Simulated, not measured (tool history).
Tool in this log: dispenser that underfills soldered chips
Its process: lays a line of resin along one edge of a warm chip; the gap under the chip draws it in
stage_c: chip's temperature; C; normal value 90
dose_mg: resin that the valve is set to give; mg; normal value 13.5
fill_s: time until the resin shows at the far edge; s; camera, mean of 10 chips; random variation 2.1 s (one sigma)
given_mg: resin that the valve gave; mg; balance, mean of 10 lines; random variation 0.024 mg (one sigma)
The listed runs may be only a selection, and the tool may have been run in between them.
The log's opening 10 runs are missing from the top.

run 11 hour=38.7 | stage_c=95 dose_mg=13.5 | fill_s=230.4 given_mg=13.45
-- hour=41.1 new syringe of resin
run 12 hour=44.4 | stage_c=90 dose_mg=13.5 | fill_s=237.9 given_mg=13.47
run 13 hour=48.6 | stage_c=90 dose_mg=12.1 | fill_s=262.2 given_mg=12.00
run 14 hour=50.8 | stage_c=90 dose_mg=12.1 | fill_s=275.2 given_mg=12.06
-- hour=52.0 new syringe of resin
run 15 hour=54.7 | stage_c=90 dose_mg=12.1 | fill_s=235.5 given_mg=12.01
run 16 hour=59.8 | stage_c=90 dose_mg=12.5 | fill_s=262.9 given_mg=12.39
-- hour=62.8 new syringe of resin
run 17 hour=65.2 | stage_c=90 dose_mg=13.5 | fill_s=231.8 given_mg=13.38
run 18 hour=69.8 | stage_c=90 dose_mg=13.5 | fill_s=259.9 given_mg=13.41
-- hour=73.5 new syringe of resin
run 19 hour=73.8 | stage_c=94 dose_mg=13.5 | fill_s=201.6 given_mg=13.34
run 20 hour=76.4 | stage_c=97 dose_mg=11.5 | fill_s=201.2 given_mg=11.34
run 21 hour=80.9 | stage_c=91 dose_mg=11.8 | fill_s=256.5 given_mg=11.66
run 22 hour=83.8 | stage_c=76 dose_mg=11.6 | fill_s=438.9 given_mg=11.46
-- hour=84.4 new syringe of resin
run 23 hour=86.5 | stage_c=76 dose_mg=11.6 | fill_s=364.7 given_mg=11.41
run 24 hour=90.9 | stage_c=105 dose_mg=13.5 | fill_s=172.2 given_mg=13.26
run 25 hour=93.6 | stage_c=105 dose_mg=13.5 | fill_s=178.9 given_mg=13.31
-- hour=95.3 new syringe of resin
run 26 hour=97.0 | stage_c=77 dose_mg=12.4 | fill_s=352.8 given_mg=12.14
run 27 hour=101.5 | stage_c=93 dose_mg=13.8 | fill_s=240.2 given_mg=13.55
-- hour=106.1 new syringe of resin
run 28 hour=106.2 | stage_c=87 dose_mg=13.5 | fill_s=246.2 given_mg=13.20
run 29 hour=109.5 | stage_c=87 dose_mg=13.5 | fill_s=261.6 given_mg=13.25
run 30 hour=114.0 | stage_c=87 dose_mg=13.5 | fill_s=296.0 given_mg=13.21
-- hour=117.2 new syringe of resin
run 31 hour=119.6 | stage_c=92 dose_mg=11.7 | fill_s=233.8 given_mg=11.46
run 32 hour=123.6 | stage_c=94 dose_mg=16.8 | fill_s=229.4 given_mg=16.42
run 33 hour=127.2 | stage_c=94 dose_mg=16.8 | fill_s=249.2 given_mg=16.36
-- hour=128.0 new syringe of resin
run 34 hour=130.3 | stage_c=94 dose_mg=16.8 | fill_s=206.0 given_mg=16.36
run 35 hour=134.3 | stage_c=94 dose_mg=16.8 | fill_s=228.2 given_mg=16.35

What if the next run were any one of these 4? Each begins from the tool's condition after run 35:
run A hour=138.2 | stage_c=88 dose_mg=16.8 | fill_s=? given_mg=?
run B hour=138.2 | stage_c=100 dose_mg=17.6 | fill_s=? given_mg=?
run C hour=138.2 | stage_c=84 dose_mg=14.6 | fill_s=? given_mg=?
run D hour=138.2 | stage_c=104 dose_mg=12.3 | fill_s=? given_mg=?

run=A fill_s=291.6 given_mg=16.32
run=B fill_s=213.0 given_mg=17.11
run=C fill_s=327.8 given_mg=14.16
run=D fill_s=196.9 given_mg=11.91
Without the tool's unlogged condition, the same runs would have read:
run=A fill_s=218.5 given_mg=16.79
run=B fill_s=160.4 given_mg=17.60
run=C fill_s=245.1 given_mg=14.57
run=D fill_s=147.6 given_mg=12.25

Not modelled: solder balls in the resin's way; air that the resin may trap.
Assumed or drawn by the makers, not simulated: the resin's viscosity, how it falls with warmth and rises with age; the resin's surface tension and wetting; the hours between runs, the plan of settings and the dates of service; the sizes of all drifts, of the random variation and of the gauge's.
